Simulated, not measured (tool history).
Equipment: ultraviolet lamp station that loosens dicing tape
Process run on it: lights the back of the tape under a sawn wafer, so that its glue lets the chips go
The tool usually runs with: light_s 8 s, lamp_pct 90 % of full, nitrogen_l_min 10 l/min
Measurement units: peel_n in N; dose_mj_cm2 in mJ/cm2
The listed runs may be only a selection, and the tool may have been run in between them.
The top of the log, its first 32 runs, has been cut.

run,hour,light_s,lamp_pct,nitrogen_l_min,peel_n,dose_mj_cm2
33,287.9,11,90,8,0.446,846
34,294.8,6,68,10,1.514,349
35,303.6,6,68,10,1.5,353
36,314.8,6,68,10,1.487,351
37,325.3,11,93,6,0.504,880
38,331.8,11,90,17,0.307,847
39,343.7,8,89,14,0.518,606
# hour 347.6: window cleaned of glue's vapour
40,355.3,8,89,4,1.208,611
41,365.8,8,89,4,1.194,609
42,379.1,10,65,4,1.386,563
43,391.2,10,65,4,1.43,556

Predict each of these 3 candidate next runs independently; none follows another, all start after run 43:
A,403.5,10,81,4,?,?
B,403.5,10,71,12,?,?
C,403.5,8,99,10,?,?

run,peel_n,dose_mj_cm2
A,1.036,690
B,0.572,602
C,0.526,675
The same runs, with their run-to-run variation unchanged, on a tool lacking any hidden condition would have given:
run,peel_n,dose_mj_cm2
A,1.032,713
B,0.569,622
C,0.524,697
